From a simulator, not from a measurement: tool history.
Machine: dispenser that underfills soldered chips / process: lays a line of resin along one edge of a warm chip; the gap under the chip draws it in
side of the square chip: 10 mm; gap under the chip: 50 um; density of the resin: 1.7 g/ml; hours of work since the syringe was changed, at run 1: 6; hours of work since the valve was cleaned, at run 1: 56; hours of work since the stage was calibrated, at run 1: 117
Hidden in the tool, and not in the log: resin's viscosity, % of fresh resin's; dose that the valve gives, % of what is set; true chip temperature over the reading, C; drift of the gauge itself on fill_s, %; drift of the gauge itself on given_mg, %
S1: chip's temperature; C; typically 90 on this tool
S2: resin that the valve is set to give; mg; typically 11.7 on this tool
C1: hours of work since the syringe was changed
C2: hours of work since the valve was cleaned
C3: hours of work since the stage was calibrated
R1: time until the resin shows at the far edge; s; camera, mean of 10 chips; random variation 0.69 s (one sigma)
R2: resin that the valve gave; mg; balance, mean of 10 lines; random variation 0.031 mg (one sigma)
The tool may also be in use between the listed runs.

run   hour   S1    S2  C1  C2   C3     R1     R2
  1      0   90  11.7   6  56  117  105.3  11.35
       1.7  -- new syringe of resin
  2      4   90  11.7   2  58  120   70.7  11.29
  3    6.7   90  11.7   3  60  122   80.1  11.25
      12.3  -- new syringe of resin
  4   13.5   90  11.7   1  64  126   66.7  11.21
  5   19.4   90  11.7   5  68  130   93.7  11.17
      22.9  -- new syringe of resin
  6   24.2   90  11.7   1  71  133   67.6  11.17
  7   26.9   90  11.7   3  73  135   77.9  11.18
  8   32.9   90  11.7   7  77  138  108.3  11.13
      33.5  -- new syringe of resin
      38.7  -- dispensing valve cleaned and set on the balance
  9   40.4   90  11.7   4   1  143   85.6   11.7
 10   44.4   90  11.7   6   4  145  106.2  11.68
      45.1  -- new syringe of resin
 11   50.4   90  11.7   3   7  149   82.8  11.66
      55.9  -- new syringe of resin
 12   57.1   90  11.7   1  12  153   66.3  11.67
 13   60.5   90  11.7   3  14  155   80.1  11.62
 14   64.1   95  11.7   5  16  158   82.3  11.62
      66.7  -- new syringe of resin
 15   69.8   95  13.1   2  20  161   60.5  13.01
 16   74.3   95  13.1   5  23  164     76  12.93
      77.4  -- new syringe of resin
 17   79.8   99  11.7   2  26  168   50.7  11.53
 18   83.4   99  11.7   4  29  170   60.4  11.51
 19   86.6   99  11.7   6  31  172   73.6  11.51
      88.1  -- new syringe of resin
 20   92.2   80  11.3   3  34  176    118  11.06
 21   97.3   90  11.4   6  38  179  104.9  11.11
      98.9  -- new syringe of resin
 22  101.9   90  11.4   2  40  182   73.2  11.14
 23  105.6   76  11.3   4  43  184  160.6  11.05
     109.4  -- new syringe of resin
 24  110.8   88  13.1   1  46  188   69.3   12.7
 25  114.1  100  13.1   3  48  190   52.1  12.77
       120  -- new syringe of resin
 26  120.3   98  11.2   0  52  194   46.7  10.86
 27  126.2   98  11.2   4  56  198   65.3  10.86
     130.6  -- new syringe of resin
 28  132.2   97  10.7   1  60  201   53.2  10.34
 29  135.3  100  13.8   3  62  203   52.9  13.27
 30  138.1  100  13.8   5  64  205   60.2  13.22
     141.5  -- new syringe of resin
 31  141.6  100  13.8   0  66  207   40.4  13.29
 32  147.1   86  10.1   4  69  211  104.5   9.72
 33    151   86  10.1   6  72  213  128.1   9.69

The next listed run, before its measurement:
     152.2  -- new syringe of resin
 34  155.1  90  10.1   2  74  216   ?   ?

{"run 34": {"R1": 77.1, "R2": 9.63}}
With no hidden state in the tool, this same run would have given R1 65.1 s, R2 10.08 mg.

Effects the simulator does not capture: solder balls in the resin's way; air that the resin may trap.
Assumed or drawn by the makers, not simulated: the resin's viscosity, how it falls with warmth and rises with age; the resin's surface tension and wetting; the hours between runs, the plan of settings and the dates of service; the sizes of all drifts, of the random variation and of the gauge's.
